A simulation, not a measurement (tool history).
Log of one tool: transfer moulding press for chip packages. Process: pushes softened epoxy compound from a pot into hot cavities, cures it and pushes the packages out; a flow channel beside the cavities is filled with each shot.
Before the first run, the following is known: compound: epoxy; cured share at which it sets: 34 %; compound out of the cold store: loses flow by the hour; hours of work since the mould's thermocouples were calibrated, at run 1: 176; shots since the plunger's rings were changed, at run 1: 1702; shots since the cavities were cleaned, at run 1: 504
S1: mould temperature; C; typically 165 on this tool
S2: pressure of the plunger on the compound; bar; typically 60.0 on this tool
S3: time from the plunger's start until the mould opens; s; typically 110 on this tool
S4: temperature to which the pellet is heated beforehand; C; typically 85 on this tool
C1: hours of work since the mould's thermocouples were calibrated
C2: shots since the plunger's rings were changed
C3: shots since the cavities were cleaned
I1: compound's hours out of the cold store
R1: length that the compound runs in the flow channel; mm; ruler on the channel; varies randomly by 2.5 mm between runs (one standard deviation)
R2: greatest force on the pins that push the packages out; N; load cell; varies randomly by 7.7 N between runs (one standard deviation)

run   hour   S1    S2   S3  S4   C1    C2   C3    I1   R1   R2
  1    0.0  165  60.0  110  85  176  1702  504  23.9  507  429
  2   15.4  165  60.0  110  85  185  1854  656  31.5  490  436
  3   40.6  165  60.0  110  88  199  2103  905  42.0  460  460
      51.4  -- cavities cleaned with cleaning compound and waxed
  4   66.8  165  60.0   95  88  213  2346  151  46.6  449  420
  5   82.1  165  60.0  110  83  222  2497  302  42.0  459  379
  6   98.2  165  60.0   91  83  231  2656  461  47.0  447  536
  7  115.7  165  60.0   91  83  241  2828  633  47.7  445  556
  8  133.0  165  60.0  110  85  251  2999  804  30.3  486  447
     153.0  -- cavities cleaned with cleaning compound and waxed
  9  155.5  165  60.0  110  85  263  3206   25  24.9  493  328
 10  172.6  165  60.0  110  85  273  3375  194  30.0  481  358
 11  190.0  165  68.5  110  85  283  3546  365  36.8  497  381
 12  201.9  165  68.5  110  85  289  3664  483  13.0  553  410
 13  220.5  164  49.5   93  85  300  3847  666  46.1  406  565
 14  233.4  165  73.6  110  83  307  3974  793  40.4  504  447
 15  249.0  172  46.1   91  83  316  4128  947  18.1  427  453
     254.1  -- cavities cleaned with cleaning compound and waxed
 16  271.5  172  66.8   91  77  328  4335  171  47.9  446  335
 17  299.0  172  66.8   91  77  344  4607  443   9.8  531  405
 18  317.9  172  66.8  105  77  355  4793  629  29.3  483  382
 19  343.3  172  66.8  105  77  369  5043  879  43.3  452  412
     356.1  -- cavities cleaned with cleaning compound and waxed
 20  362.9  165  60.0  110  86  379  5222   67  43.6  438  331
     367.6  -- plunger's sealing rings changed
 21  389.7  170  60.0  110  85  393   219  307  24.5  507  350

Branching from run 21: 5 alternative next runs. What would each branch give?
  A  401.6  163  45.6   93  85  400  336  424  21.8   ?   ?
  B  401.6  165  60.0  131  82  400  336  424  14.1   ?   ?
  C  401.6  165  70.8  110  85  400  336  424  17.2   ?   ?
  D  401.6  171  47.9  117  85  400  336  424  40.8   ?   ?
  E  401.6  170  69.5  110  93  400  336  424  19.5   ?   ?

run   R1   R2
  A  454  598
  B  541  368
  C  581  408
  D  419  357
  E  557  363
Take away the tool's hidden state, keep each run's random variation, and the runs would have read:
run   R1   R2
  A  458  505
  B  546  293
  C  587  331
  D  423  282
  E  563  289

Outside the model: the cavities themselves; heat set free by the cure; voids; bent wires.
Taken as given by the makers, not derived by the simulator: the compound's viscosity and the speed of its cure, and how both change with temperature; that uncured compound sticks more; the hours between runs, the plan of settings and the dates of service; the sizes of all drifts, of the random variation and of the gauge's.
